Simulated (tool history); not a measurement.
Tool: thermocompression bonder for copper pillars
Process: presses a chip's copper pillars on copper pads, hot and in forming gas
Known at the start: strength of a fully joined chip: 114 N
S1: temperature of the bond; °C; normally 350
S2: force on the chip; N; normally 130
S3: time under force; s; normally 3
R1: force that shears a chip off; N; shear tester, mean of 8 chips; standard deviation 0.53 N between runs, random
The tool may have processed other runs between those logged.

run 1 hour=0 | S1=350 S2=130 S3=3 | R1=50.4
-- hour=35.5 forming gas filter changed
run 2 hour=52.5 | S1=350 S2=130 S3=3 | R1=50.3
run 3 hour=104.3 | S1=350 S2=130 S3=5 | R1=60.4
run 4 hour=145.9 | S1=350 S2=130 S3=3 | R1=50.4
run 5 hour=191.2 | S1=350 S2=130 S3=3 | R1=51
run 6 hour=248.8 | S1=350 S2=93 S3=3 | R1=38
run 7 hour=286.5 | S1=356 S2=93 S3=3 | R1=40.3
run 8 hour=350.4 | S1=356 S2=93 S3=3 | R1=40
run 9 hour=402.1 | S1=356 S2=93 S3=3 | R1=40
run 10 hour=442.3 | S1=356 S2=93 S3=3 | R1=39.9
run 11 hour=496.5 | S1=356 S2=93 S3=3 | R1=40.1
run 12 hour=574.2 | S1=356 S2=93 S3=3 | R1=39.8
-- hour=586 heater calibrated with a thermocouple chip
run 13 hour=645.4 | S1=350 S2=130 S3=3 | R1=50.8
run 14 hour=717.6 | S1=350 S2=130 S3=3 | R1=50.8
run 15 hour=783.8 | S1=350 S2=130 S3=4 | R1=57.3
run 16 hour=851.4 | S1=350 S2=130 S3=3 | R1=49.6
run 17 hour=915.9 | S1=350 S2=130 S3=3 | R1=50
run 18 hour=962.2 | S1=350 S2=130 S3=3 | R1=50.5
run 19 hour=1030.4 | S1=350 S2=130 S3=3 | R1=50.7
-- hour=1048.3 forming gas filter changed
run 20 hour=1094.5 | S1=372 S2=130 S3=2 | R1=50.3
run 21 hour=1144.6 | S1=372 S2=130 S3=2 | R1=49.8
run 22 hour=1213 | S1=372 S2=130 S3=2 | R1=50.5
run 23 hour=1287.2 | S1=372 S2=85 S3=2 | R1=36.4
run 24 hour=1330.5 | S1=372 S2=85 S3=2 | R1=35.2
-- hour=1347.4 force cell calibrated
run 25 hour=1400.3 | S1=372 S2=85 S3=2 | R1=35.5
run 26 hour=1433.7 | S1=353 S2=108 S3=3 | R1=44.4
run 27 hour=1515.2 | S1=353 S2=108 S3=3 | R1=44.5
run 28 hour=1585.7 | S1=359 S2=193 S3=6 | R1=83.6
run 29 hour=1658.3 | S1=347 S2=195 S3=6 | R1=80.5
run 30 hour=1698 | S1=372 S2=128 S3=2 | R1=49.4
run 31 hour=1775.7 | S1=372 S2=128 S3=2 | R1=50
run 32 hour=1849.8 | S1=372 S2=128 S3=2 | R1=50.4
run 33 hour=1893.1 | S1=333 S2=174 S3=2 | R1=48.9
run 34 hour=1950.9 | S1=348 S2=174 S3=3 | R1=61.4
run 35 hour=2003.3 | S1=348 S2=174 S3=8 | R1=82.7
run 36 hour=2056.3 | S1=354 S2=187 S3=2 | R1=59.4
-- hour=2061.7 forming gas filter changed
run 37 hour=2117.5 | S1=340 S2=134 S3=3 | R1=47.4

Consider 5 possible next runs. They are alternatives, not a sequence: every one starts from the tool as it was left by run 37. What does each give?
run A hour=2167.3 | S1=350 S2=130 S3=5 | R1=?
run B hour=2167.3 | S1=336 S2=142 S3=3 | R1=?
run C hour=2167.3 | S1=340 S2=134 S3=6 | R1=?
run D hour=2167.3 | S1=320 S2=159 S3=3 | R1=?
run E hour=2167.3 | S1=376 S2=130 S3=5 | R1=?

run=A R1=61.2
run=B R1=48.4
run=C R1=61.5
run=D R1=47.2
run=E R1=69.9
Had the tool no hidden state, the same runs would have come out as:
run=A R1=61.2
run=B R1=48.5
run=C R1=61.6
run=D R1=47.3
run=E R1=69.9

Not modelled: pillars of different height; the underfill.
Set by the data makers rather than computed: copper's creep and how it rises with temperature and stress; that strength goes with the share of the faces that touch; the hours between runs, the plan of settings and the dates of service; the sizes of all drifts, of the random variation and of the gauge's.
